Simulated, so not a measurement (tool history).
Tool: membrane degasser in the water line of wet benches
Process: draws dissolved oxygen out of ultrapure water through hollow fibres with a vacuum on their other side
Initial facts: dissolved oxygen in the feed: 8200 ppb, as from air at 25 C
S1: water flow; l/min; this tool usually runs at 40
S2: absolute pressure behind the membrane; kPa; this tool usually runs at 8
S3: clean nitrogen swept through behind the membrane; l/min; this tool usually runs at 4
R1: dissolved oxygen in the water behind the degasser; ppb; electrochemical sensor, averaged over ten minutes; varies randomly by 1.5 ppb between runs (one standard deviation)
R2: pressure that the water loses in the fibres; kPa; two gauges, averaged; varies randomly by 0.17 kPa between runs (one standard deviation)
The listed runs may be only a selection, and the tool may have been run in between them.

run     day  S1     S2     S3     R1     R2
  1       0  40      8      4  146.3  25.99
  2   5.167  40      8      4  146.3   25.8
  3     8.2  40      8      4  147.1  25.43
  4   12.25  40      8      4  147.1   25.7
  5  15.604  40      8      4  145.1  25.78
  6  19.617  40      8      4  148.5  25.67
  7  23.062  40  11.17      4  219.1  26.07
  8  25.579  40   6.81      4  121.6  25.74
  9  28.162  40   6.81      4  118.3  26.17
 10  31.675  24  15.23      4  181.9  15.47
 11  36.221  24  15.23      4  183.7  15.67
 12  38.646  25   9.52   4.71   94.4   16.1
 13  43.021  32  12.68   1.94  369.4  20.61
 14  48.417  39      8  11.38   73.1  25.04
 15  52.329  39      8  11.38   71.8  25.41
 16  57.892  39      8   6.08  107.3  25.04
 17  61.254  61  11.07      4  343.8  39.55

4 options for the next run, each taken on its own from the tool as it stands now. Forecast them:
  A  64.821  33  19.19     4   ?   ?
  B  64.821  61  11.07  7.35   ?   ?
  C  64.821  40   6.19  3.52   ?   ?
  D  64.821  40      8  6.01   ?   ?

run     R1     R2
  A  331.3  21.46
  B  226.4  39.28
  C  114.2  25.65
  D    110   25.9
With no hidden state in the tool, these same runs would have given:
run     R1     R2
  A  331.2  21.45
  B  226.3  39.27
  C  114.1  25.64
  D  109.9  25.89
